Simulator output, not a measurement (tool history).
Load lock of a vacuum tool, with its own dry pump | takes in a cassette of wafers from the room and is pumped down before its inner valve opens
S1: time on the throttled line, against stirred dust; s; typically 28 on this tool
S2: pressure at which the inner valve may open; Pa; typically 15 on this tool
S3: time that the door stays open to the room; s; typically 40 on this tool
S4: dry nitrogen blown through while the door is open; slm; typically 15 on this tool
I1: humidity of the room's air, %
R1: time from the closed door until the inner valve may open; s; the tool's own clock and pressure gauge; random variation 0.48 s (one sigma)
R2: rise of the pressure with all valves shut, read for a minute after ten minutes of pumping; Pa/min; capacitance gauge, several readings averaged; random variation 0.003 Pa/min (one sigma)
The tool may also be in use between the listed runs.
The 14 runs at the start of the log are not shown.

Run 15, hour 4226.3: usual settings; I1 44.8. Result: R1 68.2 s, R2 0.092 Pa/min.
Run 16, hour 4469.1: usual settings but S4 7 slm; I1 44.5. Result: R1 69.0 s, R2 0.098 Pa/min.
Run 17, hour 4852.5: usual settings; I1 46.4. Result: R1 68.9 s, R2 0.092 Pa/min.
Run 18, hour 5126.5: usual settings; I1 45.3. Result: R1 68.2 s, R2 0.090 Pa/min.
At hour 5209.9: dry pump taken out, an overhauled one fitted.
Run 19, hour 5468.7: usual settings but S3 33 s, S4 4 slm; I1 44.3. Result: R1 62.5 s, R2 0.102 Pa/min.
Run 20, hour 5779.3: usual settings but S4 38 slm; I1 43.5. Result: R1 61.7 s, R2 0.083 Pa/min.
Run 21, hour 6076.4: usual settings but S2 11 Pa, S4 4 slm; I1 48.7. Result: R1 64.8 s, R2 0.112 Pa/min.
Run 22, hour 6485.3: usual settings but S2 11 Pa, S4 4 slm; I1 45.6. Result: R1 64.4 s, R2 0.106 Pa/min.
Run 23, hour 6718.8: usual settings but S2 11 Pa, S4 4 slm; I1 45.2. Result: R1 64.3 s, R2 0.109 Pa/min.
Run 24, hour 6902.8: usual settings but S2 11 Pa, S4 4 slm; I1 41.7. Result: R1 63.9 s, R2 0.112 Pa/min.
Run 25, hour 7179.0: usual settings but S3 113 s; I1 42.4. Result: R1 62.8 s, R2 0.117 Pa/min.
Run 26, hour 7355.5: usual settings but S3 113 s; I1 43.8. Result: R1 62.2 s, R2 0.121 Pa/min.
Run 27, hour 7579.4: usual settings but S1 18 s, S2 17 Pa, S3 45 s; I1 42.3. Result: R1 53.4 s, R2 0.102 Pa/min.
Run 28, hour 7845.1: usual settings but S3 230 s; I1 42.8. Result: R1 64.2 s, R2 0.143 Pa/min.
Run 29, hour 8095.8: usual settings but S3 110 s; I1 47.4. Result: R1 63.3 s, R2 0.126 Pa/min.
Run 30, hour 8459.4: usual settings but S2 14 Pa, S4 8 slm; I1 43.1. Result: R1 63.5 s, R2 0.109 Pa/min.
Run 31, hour 8824.2: usual settings but S2 14 Pa, S4 8 slm; I1 44.1. Result: R1 63.2 s, R2 0.114 Pa/min.
Run 32, hour 9038.8: usual settings but S2 13 Pa, S4 40 slm; I1 43.9. Result: R1 63.8 s, R2 0.090 Pa/min.
Run 33, hour 9332.7: usual settings but S2 19 Pa; I1 39.9. Result: R1 62.6 s, R2 0.106 Pa/min.
Run 34, hour 9497.2: usual settings but S2 14 Pa, S3 65 s; I1 43.8. Result: R1 63.6 s, R2 0.118 Pa/min.
Run 35, hour 9705.5: usual settings but S2 14 Pa, S3 65 s; I1 44.6. Result: R1 63.7 s, R2 0.121 Pa/min.
Run 36, hour 9979.8: usual settings but S3 199 s, S4 41 slm; I1 44.8. Result: R1 62.8 s, R2 0.122 Pa/min.

What if the next run were any one of these 5? Each begins from the tool's condition after run 36:
Run A, hour 10341.8: usual settings but S2 25 Pa, S3 39 s, S4 25 slm; I1 41.4. Result: R1 ?, R2 ?.
Run B, hour 10341.8: usual settings but S2 22 Pa, S3 155 s, S4 14 slm; I1 42.6. Result: R1 ?, R2 ?.
Run C, hour 10341.8: usual settings but S2 13 Pa, S3 192 s, S4 41 slm; I1 48.6. Result: R1 ?, R2 ?.
Run D, hour 10341.8: usual settings but S1 15 s, S3 85 s; I1 44.8. Result: R1 ?, R2 ?.
Run E, hour 10341.8: usual settings but S1 51 s, S4 7 slm; I1 42.4. Result: R1 ?, R2 ?.

run    R1     R2
  A  62.2  0.110
  B  62.7  0.138
  C  64.0  0.127
  D  53.2  0.131
  E  81.9  0.122
The same runs, with their run-to-run variation unchanged, on a tool lacking any hidden condition would have given:
run    R1     R2
  A  61.1  0.033
  B  61.6  0.062
  C  62.9  0.051
  D  52.0  0.054
  E  81.0  0.044
